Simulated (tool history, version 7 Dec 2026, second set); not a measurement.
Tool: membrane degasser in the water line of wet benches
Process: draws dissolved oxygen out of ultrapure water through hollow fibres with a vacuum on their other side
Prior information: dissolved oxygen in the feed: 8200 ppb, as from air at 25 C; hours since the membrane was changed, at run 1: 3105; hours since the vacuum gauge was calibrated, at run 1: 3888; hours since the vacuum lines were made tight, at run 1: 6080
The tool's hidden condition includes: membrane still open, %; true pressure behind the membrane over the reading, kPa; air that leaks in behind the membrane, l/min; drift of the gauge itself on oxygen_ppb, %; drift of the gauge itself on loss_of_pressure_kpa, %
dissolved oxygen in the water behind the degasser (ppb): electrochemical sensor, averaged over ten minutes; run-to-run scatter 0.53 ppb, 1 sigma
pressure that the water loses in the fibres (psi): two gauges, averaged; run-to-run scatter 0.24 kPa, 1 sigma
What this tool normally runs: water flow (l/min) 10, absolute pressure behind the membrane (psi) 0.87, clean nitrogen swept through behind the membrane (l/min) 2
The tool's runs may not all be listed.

run	hour	water flow (l/min)	absolute pressure behind the membrane (psi)	clean nitrogen swept through behind the membrane (l/min)	hours since the membrane was changed	hours since the vacuum gauge was calibrated	hours since the vacuum lines were made tight	dissolved oxygen in the water behind the degasser (ppb)	pressure that the water loses in the fibres (psi)
1	0	10	0.87	2	3105	3888	6080	48.5	9.178
2	80.8	10	0.87	2	3186	3968	6160	48.5	9.175
3	194.6	10	1.355	2	3299	4082	6274	90.4	9.204
4	280	10	1.355	2	3385	4168	6359	90.7	9.182
5	366	10	1.355	2	3471	4254	6446	90.6	9.192
6	446.6	10	0.87	2	3551	4334	6526	47.2	9.219
7	563.3	10	0.87	2	3668	4451	6643	48.4	9.188
8	654.4	10	0.87	2	3759	4542	6734	49.2	9.216
9	730.8	10	1.597	2	3836	4618	6810	112.2	9.177
10	817.7	10	0.87	2.49	3923	4705	6897	41.2	9.198
11	870.3	10	0.87	2.49	3975	4758	6950	41.2	9.208
12	945.5	10	0.87	2.49	4050	4833	7025	41.4	9.275
13	1036.7	10	0.87	2.49	4142	4924	7116	43.5	9.185
# hour 1120.7: seals of the vacuum lines changed
14	1120.7	10	0.87	2.49	4223	5006	0	39.5	9.255
15	1175.4	10	0.87	0.83	4278	5061	55	94.9	9.259
16	1247.7	10	0.87	0.83	4351	5133	127	94.9	9.235
17	1353.5	10	0.87	3.09	4456	5239	233	34.4	9.227
18	1424.4	10	0.87	3.09	4527	5310	304	33.9	9.185
19	1487.6	10	1.018	0.89	4590	5373	367	116.7	9.261
20	1581	9	1.018	0.89	4684	5467	460	102.4	8.308
21	1641.5	9	1.018	0.89	4744	5527	521	105.2	8.315

Forecast run 22:
22	1726.2	10	0.641	4.57	4829	5612	605	?	?

{"run 22": {"dissolved oxygen in the water behind the degasser (ppb)": 18.4, "pressure that the water loses in the fibres (psi)": 9.246}}
With the hidden condition absent and the run-to-run variation left alone, this run would have shown dissolved oxygen in the water behind the degasser (ppb) 15.8, pressure that the water loses in the fibres (psi) 9.062.
